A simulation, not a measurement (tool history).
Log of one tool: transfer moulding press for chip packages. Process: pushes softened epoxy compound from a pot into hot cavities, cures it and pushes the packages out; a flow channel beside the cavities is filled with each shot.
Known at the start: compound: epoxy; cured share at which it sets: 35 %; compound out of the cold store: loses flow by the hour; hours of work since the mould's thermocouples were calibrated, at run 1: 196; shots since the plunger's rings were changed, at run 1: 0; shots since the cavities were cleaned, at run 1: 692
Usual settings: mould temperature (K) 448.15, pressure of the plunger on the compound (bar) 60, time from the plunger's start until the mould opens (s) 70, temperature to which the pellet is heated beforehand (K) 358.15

| run | hour | mould temperature (K) | pressure of the plunger on the compound (bar) | time from the plunger's start until the mould opens (s) | temperature to which the pellet is heated beforehand (K) | hours of work since the mould's thermocouples were calibrated | shots since the plunger's rings were changed | shots since the cavities were cleaned | incoming compound's hours out of the cold store | length that the compound runs in the flow channel (mm) | greatest force on the pins that push the packages out (N) |
|---|---|---|---|---|---|---|---|---|---|---|---|
| 1 | 0 | 448.15 | 60 | 70 | 358.15 | 196 | 0 | 692 | 45.3 | 740 | 602 |
|  | 22.1 | cavities cleaned with cleaning compound and waxed |
| 2 | 57.4 | 447.15 | 60 | 70 | 358.15 | 240 | 945 | 598 | 13.2 | 825 | 644 |
|  | 85.5 | cavities cleaned with cleaning compound and waxed |
| 3 | 88.7 | 448.15 | 46.5 | 70 | 358.15 | 264 | 1447 | 54 | 34.7 | 670 | 349 |
| 4 | 121.3 | 448.15 | 46.5 | 70 | 358.15 | 289 | 1998 | 605 | 25.1 | 688 | 555 |
|  | 151.1 | cavities cleaned with cleaning compound and waxed |
| 5 | 159 | 448.15 | 60 | 70 | 358.15 | 318 | 2610 | 133 | 13.7 | 816 | 411 |
|  | 189.5 | mould's thermocouples calibrated |
| 6 | 203.6 | 448.15 | 60 | 70 | 358.15 | 11 | 3329 | 852 | 44.2 | 721 | 573 |
|  | 214.6 | cavities cleaned with cleaning compound and waxed |
|  | 230.7 | plunger's sealing rings changed |
| 7 | 265 | 455.15 | 60 | 103 | 367.15 | 56 | 581 | 810 | 38.9 | 738 | 398 |
|  | 280 | cavities cleaned with cleaning compound and waxed |
| 8 | 300.6 | 450.15 | 60 | 70 | 358.15 | 83 | 1155 | 347 | 28 | 783 | 432 |
|  | 346.1 | cavities cleaned with cleaning compound and waxed |
| 9 | 349 | 450.15 | 60 | 70 | 358.15 | 120 | 1948 | 49 | 47.5 | 721 | 308 |
|  | 412.3 | cavities cleaned with cleaning compound and waxed |
| 10 | 413.9 | 450.15 | 60 | 70 | 358.15 | 170 | 3018 | 26 | 24.9 | 778 | 293 |
| 11 | 451.3 | 445.15 | 64.3 | 58 | 362.15 | 200 | 3650 | 658 | 42.4 | 763 | 1017 |

Forecast each of these 4 alternatives for the next run:
|  | 458.3 | plunger's sealing rings changed |
|  | 480.5 | cavities cleaned with cleaning compound and waxed |
| A | 508.6 | 453.15 | 60 | 70 | 355.15 | 242 | 824 | 475 | 24.4 | ? | ? |
|  | 458.3 | plunger's sealing rings changed |
|  | 480.5 | cavities cleaned with cleaning compound and waxed |
| B | 508.6 | 447.15 | 60 | 98 | 352.15 | 242 | 824 | 475 | 36.4 | ? | ? |
|  | 458.3 | plunger's sealing rings changed |
|  | 480.5 | cavities cleaned with cleaning compound and waxed |
| C | 508.6 | 445.15 | 67.7 | 80 | 362.15 | 242 | 824 | 475 | 38.6 | ? | ? |
|  | 458.3 | plunger's sealing rings changed |
|  | 480.5 | cavities cleaned with cleaning compound and waxed |
| D | 508.6 | 444.15 | 70 | 70 | 358.15 | 242 | 824 | 475 | 48 | ? | ? |

| run | length that the compound runs in the flow channel (mm) | greatest force on the pins that push the packages out (N) |
|---|---|---|
| A | 776 | 431 |
| B | 760 | 366 |
| C | 806 | 498 |
| D | 800 | 670 |
Without the tool's hidden state the same runs would have given:
| run | length that the compound runs in the flow channel (mm) | greatest force on the pins that push the packages out (N) |
|---|---|---|
| A | 784 | 259 |
| B | 767 | 210 |
| C | 814 | 297 |
| D | 808 | 409 |

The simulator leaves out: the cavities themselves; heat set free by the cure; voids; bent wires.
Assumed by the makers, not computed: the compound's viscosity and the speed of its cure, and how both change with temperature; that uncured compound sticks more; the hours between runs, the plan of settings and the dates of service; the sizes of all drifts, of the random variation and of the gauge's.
